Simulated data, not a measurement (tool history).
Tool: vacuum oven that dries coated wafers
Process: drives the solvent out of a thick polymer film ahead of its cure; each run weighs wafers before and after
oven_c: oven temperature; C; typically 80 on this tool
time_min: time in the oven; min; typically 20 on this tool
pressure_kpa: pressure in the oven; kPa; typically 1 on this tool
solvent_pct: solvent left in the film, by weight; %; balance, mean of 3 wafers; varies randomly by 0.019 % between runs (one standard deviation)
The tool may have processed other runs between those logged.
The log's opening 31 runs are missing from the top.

run,day,oven_c,time_min,pressure_kpa,solvent_pct
32,15.95,92,13,3.45,1.52
33,16.267,92,13,3.45,1.57
34,16.829,80,26,2.58,1.63
35,17.312,92,12,1.19,0.83
36,17.712,69,11,3.84,6.83
37,18.233,77,20,0.67,1.07
38,18.733,68,20,1,2.73
39,19.171,68,20,1,2.68
40,19.538,66,25,1.39,2.77
41,20.183,83,11,0.76,1.86
42,20.6,80,36,1,0.64
43,20.95,73,22,0.58,1.3
44,21.479,73,22,1.32,1.85

5 options for the next run, each taken on its own from the tool as it stands now. Forecast them:
A,21.896,80,22,0.71,?
B,21.896,80,20,3.48,?
C,21.896,73,22,2.09,?
D,21.896,80,13,0.59,?
E,21.896,79,24,2.53,?

run,solvent_pct
A,0.72
B,2.46
C,2.39
D,1.69
E,1.81
Had the tool no hidden state, the same runs would have come out as:
run,solvent_pct
A,0.72
B,2.49
C,2.43
D,1.73
E,1.83
